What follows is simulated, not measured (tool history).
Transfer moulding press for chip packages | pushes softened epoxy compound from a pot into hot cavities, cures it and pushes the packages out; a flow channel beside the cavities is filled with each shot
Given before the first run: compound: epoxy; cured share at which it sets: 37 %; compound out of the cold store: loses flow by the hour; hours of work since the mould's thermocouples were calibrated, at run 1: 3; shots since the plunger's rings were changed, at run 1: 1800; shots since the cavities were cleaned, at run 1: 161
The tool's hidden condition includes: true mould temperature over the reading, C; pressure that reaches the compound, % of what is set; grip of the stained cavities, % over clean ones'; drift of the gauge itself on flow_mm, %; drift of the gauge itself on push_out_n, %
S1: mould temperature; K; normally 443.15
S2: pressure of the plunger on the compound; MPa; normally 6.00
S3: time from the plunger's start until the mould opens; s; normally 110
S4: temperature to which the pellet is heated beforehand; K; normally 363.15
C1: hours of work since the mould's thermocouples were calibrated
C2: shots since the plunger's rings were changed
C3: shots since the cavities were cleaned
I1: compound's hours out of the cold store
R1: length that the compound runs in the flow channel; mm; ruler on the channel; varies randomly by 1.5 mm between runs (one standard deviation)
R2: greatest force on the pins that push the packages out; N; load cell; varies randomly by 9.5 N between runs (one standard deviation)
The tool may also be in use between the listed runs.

run,hour,S1,S2,S3,S4,C1,C2,C3,I1,R1,R2
1,0.0,443.15,6.00,110,363.15,3,1800,161,8.4,951,465
2,13.8,443.15,6.00,110,363.15,13,1959,320,10.7,940,472
# hour 27.5: cavities cleaned with cleaning compound and waxed
3,40.4,443.15,6.00,110,363.15,31,2248,148,14.4,919,449
4,60.9,443.15,6.00,110,363.15,45,2484,384,44.6,789,398
# hour 68.3: cavities cleaned with cleaning compound and waxed
5,76.4,443.15,6.00,110,363.15,55,2645,93,35.0,824,423
# hour 92.4: plunger's sealing rings changed
6,96.6,443.15,6.00,110,361.15,67,48,297,24.8,872,427
# hour 112.9: cavities cleaned with cleaning compound and waxed
7,127.8,443.15,6.00,110,361.15,88,390,172,42.6,796,415
8,142.1,443.15,6.00,110,363.15,98,554,336,13.3,925,466
# hour 153.7: cavities cleaned with cleaning compound and waxed
9,168.4,443.15,6.00,110,363.15,116,840,170,30.9,844,418
10,183.4,443.15,6.00,110,363.15,126,1012,342,44.5,787,403
# hour 194.1: cavities cleaned with cleaning compound and waxed
11,217.8,443.15,6.00,110,363.15,149,1391,273,30.9,844,431
# hour 235.0: cavities cleaned with cleaning compound and waxed
12,249.0,443.15,6.00,110,363.15,170,1732,161,17.7,903,450
13,269.1,443.15,6.00,110,363.15,185,1963,392,32.0,840,429
# hour 276.8: cavities cleaned with cleaning compound and waxed
14,304.0,443.15,6.00,110,363.15,208,2347,313,40.3,803,426
# hour 318.8: cavities cleaned with cleaning compound and waxed
15,335.5,435.15,6.58,123,368.15,229,2693,192,11.5,1000,623
# hour 347.7: plunger's sealing rings changed
# hour 361.6: cavities cleaned with cleaning compound and waxed
16,372.4,438.15,6.00,110,356.15,252,267,123,43.2,803,565
17,396.3,438.15,6.00,110,356.15,269,543,399,16.4,925,647
# hour 404.0: cavities cleaned with cleaning compound and waxed
18,423.1,448.15,5.83,110,356.15,287,834,220,9.9,918,373
# hour 444.9: cavities cleaned with cleaning compound and waxed
19,451.7,443.15,5.13,110,363.15,306,1146,79,10.9,867,453
# hour 475.1: mould's thermocouples calibrated
20,475.1,443.15,7.30,115,368.15,0,1392,325,18.9,992,419
# hour 487.1: cavities cleaned with cleaning compound and waxed
21,496.1,443.15,7.30,115,368.15,14,1617,104,36.5,904,381
22,523.2,443.15,7.30,115,368.15,33,1928,415,42.0,880,388
# hour 527.6: cavities cleaned with cleaning compound and waxed
23,540.4,451.15,5.57,115,368.15,44,2109,147,11.8,882,333
# hour 568.3: cavities cleaned with cleaning compound and waxed
24,571.2,436.15,4.57,130,355.15,65,2446,34,20.1,795,486
25,593.6,443.15,6.00,92,363.15,80,2704,292,26.3,865,607

Predict the results of run 26:
# hour 605.3: plunger's sealing rings changed
# hour 610.6: cavities cleaned with cleaning compound and waxed
26,614.3,449.15,5.65,127,365.15,92,86,43,35.7,?,?

R1: 788 mm
R2: 316 N
Had the tool carried no hidden state, the very same run would have given R1 788 mm, R2 316 N.
